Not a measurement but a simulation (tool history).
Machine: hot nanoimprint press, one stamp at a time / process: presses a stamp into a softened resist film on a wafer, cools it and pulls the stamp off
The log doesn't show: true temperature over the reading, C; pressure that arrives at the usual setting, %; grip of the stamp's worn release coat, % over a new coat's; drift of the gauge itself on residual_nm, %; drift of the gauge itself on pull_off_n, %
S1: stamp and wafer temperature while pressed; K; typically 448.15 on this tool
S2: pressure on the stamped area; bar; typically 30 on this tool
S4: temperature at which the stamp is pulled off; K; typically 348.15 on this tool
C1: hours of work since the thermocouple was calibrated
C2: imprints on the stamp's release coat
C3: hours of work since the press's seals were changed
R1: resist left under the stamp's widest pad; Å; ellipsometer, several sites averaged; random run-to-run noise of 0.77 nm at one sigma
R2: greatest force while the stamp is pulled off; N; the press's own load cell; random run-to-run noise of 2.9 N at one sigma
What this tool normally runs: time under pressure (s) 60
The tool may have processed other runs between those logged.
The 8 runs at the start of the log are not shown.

Run 9, hour 154.1: usual settings; C1 359; C2 1339; C3 164. Result: R1 970 Å, R2 140 N.
Run 10, hour 181.2: usual settings; C1 377; C2 1440; C3 182. Result: R1 981 Å, R2 131 N.
Run 11, hour 202: usual settings; C1 391; C2 1517; C3 195. Result: R1 978 Å, R2 140 N.
Run 12, hour 217.5: usual settings; C1 401; C2 1575; C3 205. Result: R1 978 Å, R2 143 N.
Run 13, hour 240.4: usual settings; C1 416; C2 1660; C3 220. Result: R1 980 Å, R2 137 N.
Run 14, hour 259.6: usual settings; C1 428; C2 1732; C3 233. Result: R1 963 Å, R2 135 N.
Run 15, hour 274.1: usual settings; C1 438; C2 1786; C3 243. Result: R1 979 Å, R2 132 N.
Run 16, hour 297.9: usual settings but time under pressure (s) 75, S4 352.15 K; C1 454; C2 1874; C3 258. Result: R1 896 Å, R2 128 N.
Run 17, hour 313.9: usual settings but S1 457.15 K, S2 28.3 bar, time under pressure (s) 37; C1 464; C2 1934; C3 269. Result: R1 829 Å, R2 145 N.
Run 18, hour 325.4: usual settings but S1 457.15 K, S2 28.3 bar, time under pressure (s) 37; C1 472; C2 1977; C3 276. Result: R1 831 Å, R2 141 N.
Run 19, hour 348.5: usual settings but S1 457.15 K, S2 20.1 bar, time under pressure (s) 67; C1 487; C2 2063; C3 291. Result: R1 750 Å, R2 140 N.
Run 20, hour 370.1: usual settings but S1 444.15 K, S2 20.1 bar, time under pressure (s) 67; C1 501; C2 2143; C3 305. Result: R1 1282 Å, R2 140 N.
Run 21, hour 392.3: usual settings but S1 444.15 K, S2 24 bar, time under pressure (s) 67, S4 349.15 K; C1 515; C2 2226; C3 320. Result: R1 1207 Å, R2 135 N.
Run 22, hour 406.9: usual settings but S1 444.15 K, S2 18.1 bar, time under pressure (s) 67, S4 349.15 K; C1 525; C2 2280; C3 329. Result: R1 1315 Å, R2 142 N.
At hour 427.7: stamp cleaned and given a new release coat.
Run 23, hour 433.3: usual settings but S1 444.15 K, S2 18.1 bar, time under pressure (s) 67, S4 349.15 K; C1 538; C2 21; C3 343. Result: R1 1307 Å, R2 139 N.
Run 24, hour 452.2: usual settings but S1 444.15 K, S2 18.1 bar, time under pressure (s) 67, S4 349.15 K; C1 551; C2 91; C3 355. Result: R1 1307 Å, R2 138 N.
At hour 460.9: plate thermocouple calibrated.
Run 25, hour 479.2: usual settings but time under pressure (s) 35; C1 12; C2 180; C3 371. Result: R1 1174 Å, R2 143 N.
Run 26, hour 495.6: usual settings but time under pressure (s) 39, S4 340.15 K; C1 23; C2 241; C3 382. Result: R1 1136 Å, R2 149 N.
Run 27, hour 517.7: usual settings but S1 450.15 K, time under pressure (s) 35, S4 340.15 K; C1 37; C2 323; C3 396. Result: R1 1084 Å, R2 155 N.
Run 28, hour 544.7: usual settings but S2 43.3 bar, time under pressure (s) 97; C1 55; C2 424; C3 414. Result: R1 671 Å, R2 137 N.
Run 29, hour 566.1: usual settings but S1 443.15 K, time under pressure (s) 103, S4 334.15 K; C1 69; C2 503; C3 428. Result: R1 1009 Å, R2 161 N.
Run 30, hour 578.9: usual settings but S1 443.15 K, time under pressure (s) 103, S4 334.15 K; C1 77; C2 551; C3 436. Result: R1 998 Å, R2 164 N.

Below are 4 alternative next runs, each starting from the tool's condition after run 30. Predict each:
Run A, hour 593.1: usual settings but S1 443.15 K, time under pressure (s) 103, S4 335.15 K; C1 87; C2 604; C3 446. Result: R1 ?, R2 ?.
Run B, hour 593.1: usual settings but S2 26 bar, time under pressure (s) 33; C1 87; C2 604; C3 446. Result: R1 ?, R2 ?.
Run C, hour 593.1: usual settings but S1 443.15 K, time under pressure (s) 72, S4 334.15 K; C1 87; C2 604; C3 446. Result: R1 ?, R2 ?.
Run D, hour 593.1: usual settings but S1 443.15 K, time under pressure (s) 57, S4 334.15 K; C1 87; C2 604; C3 446. Result: R1 ?, R2 ?.

run    R1   R2
  A  1018  159
  B  1279  142
  C  1150  166
  D  1223  168
Had the tool no hidden state, the same runs would have come out as:
run    R1   R2
  A  1018  159
  B  1280  142
  C  1150  166
  D  1223  167
